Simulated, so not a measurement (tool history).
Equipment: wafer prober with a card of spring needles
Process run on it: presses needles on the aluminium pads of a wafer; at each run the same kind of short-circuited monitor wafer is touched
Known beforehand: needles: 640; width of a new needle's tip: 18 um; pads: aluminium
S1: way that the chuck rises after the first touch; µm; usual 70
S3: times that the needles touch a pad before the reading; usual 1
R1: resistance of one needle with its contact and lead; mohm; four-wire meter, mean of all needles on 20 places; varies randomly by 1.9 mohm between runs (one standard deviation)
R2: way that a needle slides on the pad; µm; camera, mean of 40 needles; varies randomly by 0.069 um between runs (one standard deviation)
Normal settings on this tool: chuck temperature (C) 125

{"run": 1, "day": 0.0, "S1": 70, "chuck temperature (C)": 125, "S3": 1, "R1": 205, "R2": 8.88}
{"day": 0.45, "done": "tips cleaned on abrasive film"}
{"run": 2, "day": 0.812, "S1": 70, "chuck temperature (C)": 125, "S3": 1, "R1": 200, "R2": 8.97}
{"day": 0.867, "done": "tips cleaned on abrasive film"}
{"day": 1.288, "done": "tips cleaned on abrasive film"}
{"run": 3, "day": 1.454, "S1": 70, "chuck temperature (C)": 125, "S3": 1, "R1": 200, "R2": 8.96}
{"day": 1.7, "done": "tips cleaned on abrasive film"}
{"day": 2.117, "done": "tips cleaned on abrasive film"}
{"run": 4, "day": 2.383, "S1": 70, "chuck temperature (C)": 100, "S3": 1, "R1": 192, "R2": 9.0}
{"day": 2.571, "done": "tips cleaned on abrasive film"}
{"run": 5, "day": 2.904, "S1": 70, "chuck temperature (C)": 96, "S3": 1, "R1": 195, "R2": 8.88}
{"day": 2.975, "done": "tips cleaned on abrasive film"}
{"day": 3.388, "done": "tips cleaned on abrasive film"}
{"run": 6, "day": 3.633, "S1": 70, "chuck temperature (C)": 125, "S3": 1, "R1": 202, "R2": 8.96}
{"day": 3.783, "done": "tips cleaned on abrasive film"}
{"run": 7, "day": 4.083, "S1": 70, "chuck temperature (C)": 71, "S3": 1, "R1": 191, "R2": 8.9}
{"day": 4.183, "done": "tips cleaned on abrasive film"}
{"day": 4.638, "done": "tips cleaned on abrasive film"}
{"day": 5.038, "done": "tips cleaned on abrasive film"}
{"run": 8, "day": 5.071, "S1": 70, "chuck temperature (C)": 71, "S3": 1, "R1": 193, "R2": 8.97}
{"day": 5.467, "done": "tips cleaned on abrasive film"}
{"day": 5.858, "done": "tips cleaned on abrasive film"}
{"run": 9, "day": 6.029, "S1": 70, "chuck temperature (C)": 71, "S3": 1, "R1": 189, "R2": 8.99}
{"day": 6.288, "done": "tips cleaned on abrasive film"}
{"run": 10, "day": 6.542, "S1": 70, "chuck temperature (C)": 125, "S3": 1, "R1": 202, "R2": 9.01}
{"day": 6.729, "done": "tips cleaned on abrasive film"}
{"day": 7.121, "done": "tips cleaned on abrasive film"}
{"run": 11, "day": 7.196, "S1": 70, "chuck temperature (C)": 42, "S3": 1, "R1": 183, "R2": 8.95}
{"day": 7.538, "done": "tips cleaned on abrasive film"}
{"run": 12, "day": 7.712, "S1": 70, "chuck temperature (C)": 125, "S3": 1, "R1": 201, "R2": 8.95}
{"day": 7.933, "done": "tips cleaned on abrasive film"}
{"day": 8.346, "done": "tips cleaned on abrasive film"}
{"run": 13, "day": 8.667, "S1": 70, "chuck temperature (C)": 125, "S3": 1, "R1": 201, "R2": 8.94}
{"day": 8.742, "done": "tips cleaned on abrasive film"}
{"day": 9.129, "done": "tips cleaned on abrasive film"}
{"day": 9.562, "done": "tips cleaned on abrasive film"}
{"run": 14, "day": 9.592, "S1": 70, "chuck temperature (C)": 125, "S3": 1, "R1": 201, "R2": 8.9}
{"day": 9.962, "done": "tips cleaned on abrasive film"}
{"run": 15, "day": 10.038, "S1": 70, "chuck temperature (C)": 125, "S3": 1, "R1": 202, "R2": 9.02}
{"day": 10.429, "done": "tips cleaned on abrasive film"}
{"day": 10.829, "done": "tips cleaned on abrasive film"}
{"run": 16, "day": 11.088, "S1": 70, "chuck temperature (C)": 41, "S3": 1, "R1": 180, "R2": 8.86}
{"day": 11.25, "done": "tips cleaned on abrasive film"}
{"day": 11.7, "done": "tips cleaned on abrasive film"}
{"run": 17, "day": 11.792, "S1": 62, "chuck temperature (C)": 41, "S3": 1, "R1": 186, "R2": 7.93}
{"day": 12.088, "done": "tips cleaned on abrasive film"}
{"day": 12.3, "done": "height of the first contact set anew"}
{"run": 18, "day": 12.425, "S1": 62, "chuck temperature (C)": 41, "S3": 1, "R1": 188, "R2": 7.83}
{"day": 12.508, "done": "tips cleaned on abrasive film"}
{"day": 12.929, "done": "tips cleaned on abrasive film"}
{"day": 13.354, "done": "tips cleaned on abrasive film"}
{"run": 19, "day": 13.512, "S1": 62, "chuck temperature (C)": 41, "S3": 1, "R1": 190, "R2": 7.9}
{"day": 13.792, "done": "tips cleaned on abrasive film"}
{"day": 14.229, "done": "tips cleaned on abrasive film"}
{"run": 20, "day": 14.292, "S1": 62, "chuck temperature (C)": 41, "S3": 2, "R1": 185, "R2": 7.98}
{"day": 14.654, "done": "tips cleaned on abrasive film"}
{"day": 15.088, "done": "tips cleaned on abrasive film"}
{"run": 21, "day": 15.375, "S1": 51, "chuck temperature (C)": 33, "S3": 2, "R1": 187, "R2": 6.41}
{"day": 15.508, "done": "tips cleaned on abrasive film"}
{"day": 15.938, "done": "tips cleaned on abrasive film"}
{"run": 22, "day": 15.988, "S1": 78, "chuck temperature (C)": 65, "S3": 2, "R1": 188, "R2": 9.94}
{"day": 16.354, "done": "tips cleaned on abrasive film"}
{"day": 16.754, "done": "tips cleaned on abrasive film"}
{"run": 23, "day": 16.962, "S1": 78, "chuck temperature (C)": 65, "S3": 2, "R1": 187, "R2": 9.85}
{"day": 17.142, "done": "tips cleaned on abrasive film"}
{"day": 17.592, "done": "tips cleaned on abrasive film"}
{"run": 24, "day": 17.808, "S1": 78, "chuck temperature (C)": 65, "S3": 2, "R1": 189, "R2": 9.87}
{"day": 18.046, "done": "tips cleaned on abrasive film"}
{"run": 25, "day": 18.275, "S1": 71, "chuck temperature (C)": 117, "S3": 2, "R1": 194, "R2": 8.98}
{"day": 18.433, "done": "tips cleaned on abrasive film"}
{"day": 18.842, "done": "tips cleaned on abrasive film"}
{"day": 19.258, "done": "tips cleaned on abrasive film"}
{"run": 26, "day": 19.3, "S1": 71, "chuck temperature (C)": 117, "S3": 2, "R1": 201, "R2": 9.13}
{"day": 19.721, "done": "tips cleaned on abrasive film"}
{"run": 27, "day": 19.992, "S1": 73, "chuck temperature (C)": 69, "S3": 1, "R1": 190, "R2": 9.29}
{"day": 20.154, "done": "tips cleaned on abrasive film"}
{"day": 20.608, "done": "tips cleaned on abrasive film"}
{"day": 21.021, "done": "tips cleaned on abrasive film"}
{"run": 28, "day": 21.071, "S1": 54, "chuck temperature (C)": 125, "S3": 1, "R1": 207, "R2": 6.93}
{"day": 21.446, "done": "tips cleaned on abrasive film"}
{"run": 29, "day": 21.642, "S1": 54, "chuck temperature (C)": 125, "S3": 1, "R1": 203, "R2": 6.85}
{"day": 21.858, "done": "tips cleaned on abrasive film"}
{"run": 30, "day": 22.138, "S1": 56, "chuck temperature (C)": 36, "S3": 3, "R1": 186, "R2": 7.24}

Branching from run 30: 4 alternative next runs. What would each branch give?
{"day": 22.317, "done": "tips cleaned on abrasive film"}
{"day": 22.708, "done": "tips cleaned on abrasive film"}
{"run": "A", "day": 22.708, "S1": 70, "chuck temperature (C)": 30, "S3": 2, "R1": "?", "R2": "?"}
{"day": 22.317, "done": "tips cleaned on abrasive film"}
{"day": 22.708, "done": "tips cleaned on abrasive film"}
{"run": "B", "day": 22.708, "S1": 56, "chuck temperature (C)": 56, "S3": 3, "R1": "?", "R2": "?"}
{"day": 22.317, "done": "tips cleaned on abrasive film"}
{"day": 22.708, "done": "tips cleaned on abrasive film"}
{"run": "C", "day": 22.708, "S1": 53, "chuck temperature (C)": 36, "S3": 3, "R1": "?", "R2": "?"}
{"day": 22.317, "done": "tips cleaned on abrasive film"}
{"day": 22.708, "done": "tips cleaned on abrasive film"}
{"run": "D", "day": 22.708, "S1": 70, "chuck temperature (C)": 36, "S3": 1, "R1": "?", "R2": "?"}

run=A R1=182 R2=8.90
run=B R1=191 R2=7.08
run=C R1=187 R2=6.70
run=D R1=180 R2=8.99
The same runs, with their run-to-run variation unchanged, on a tool lacking any hidden condition would have given:
run=A R1=182 R2=8.90
run=B R1=191 R2=7.08
run=C R1=187 R2=6.70
run=D R1=180 R2=9.00

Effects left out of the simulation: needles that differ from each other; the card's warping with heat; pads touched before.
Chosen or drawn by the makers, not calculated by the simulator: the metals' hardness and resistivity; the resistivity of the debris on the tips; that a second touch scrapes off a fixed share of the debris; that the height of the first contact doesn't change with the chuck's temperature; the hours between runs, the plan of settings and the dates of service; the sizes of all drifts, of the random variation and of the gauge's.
